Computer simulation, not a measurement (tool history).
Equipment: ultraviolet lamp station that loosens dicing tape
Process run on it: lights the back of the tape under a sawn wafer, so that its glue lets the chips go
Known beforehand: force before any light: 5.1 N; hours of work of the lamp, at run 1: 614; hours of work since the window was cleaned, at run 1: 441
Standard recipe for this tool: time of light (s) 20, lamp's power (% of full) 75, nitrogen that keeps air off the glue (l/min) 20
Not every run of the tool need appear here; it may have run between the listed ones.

run,hour,time of light (s),lamp's power (% of full),nitrogen that keeps air off the glue (l/min),hours of work of the lamp,hours of work since the window was cleaned,force that peels the tape off (N),light that reached the tape (mJ/cm2)
1,0.0,20,75,20,614,441,0.470,136
# hour 8.8: window cleaned of glue's vapour
2,31.7,20,75,20,634,14,0.608,118
3,47.8,20,75,20,644,25,0.626,117
4,61.9,20,75,32,653,33,0.479,120
5,92.6,20,75,20,672,53,0.623,118
6,126.1,20,86,20,693,74,0.512,129
7,157.4,20,75,20,713,93,0.688,109
# hour 172.4: window cleaned of glue's vapour, once more
# hour 187.3: lamp changed
8,187.3,20,75,20,0,9,0.207,210
9,209.6,20,75,14,14,23,0.267,211
10,230.4,20,75,14,27,36,0.280,209
11,259.8,26,75,20,45,54,0.179,268
12,277.0,26,75,35,56,65,0.167,261
13,300.8,32,75,20,71,80,0.156,317
14,326.2,32,75,20,87,96,0.161,315
15,351.0,32,77,39,103,111,0.145,320
16,365.5,32,77,39,112,120,0.154,321
17,386.0,29,69,35,125,133,0.159,254
18,414.4,20,86,20,142,151,0.218,215
19,439.6,20,86,20,158,167,0.215,213
20,472.4,20,86,20,179,187,0.235,208
21,489.6,20,86,20,190,198,0.225,208

Consider 4 possible next runs. They are alternatives, not a sequence: every one starts from the tool as it was left by run 21. What does each give?
A,506.2,20,94,20,200,209,?,?
B,506.2,20,87,12,200,209,?,?
C,506.2,20,62,20,200,209,?,?
D,506.2,32,75,8,200,209,?,?

run,force that peels the tape off (N),light that reached the tape (mJ/cm2)
A,0.196,226
B,0.291,209
C,0.416,151
D,0.212,288
Had the tool no hidden state, the same runs would have come out as:
run,force that peels the tape off (N),light that reached the tape (mJ/cm2)
A,0.163,270
B,0.217,250
C,0.301,180
D,0.169,345

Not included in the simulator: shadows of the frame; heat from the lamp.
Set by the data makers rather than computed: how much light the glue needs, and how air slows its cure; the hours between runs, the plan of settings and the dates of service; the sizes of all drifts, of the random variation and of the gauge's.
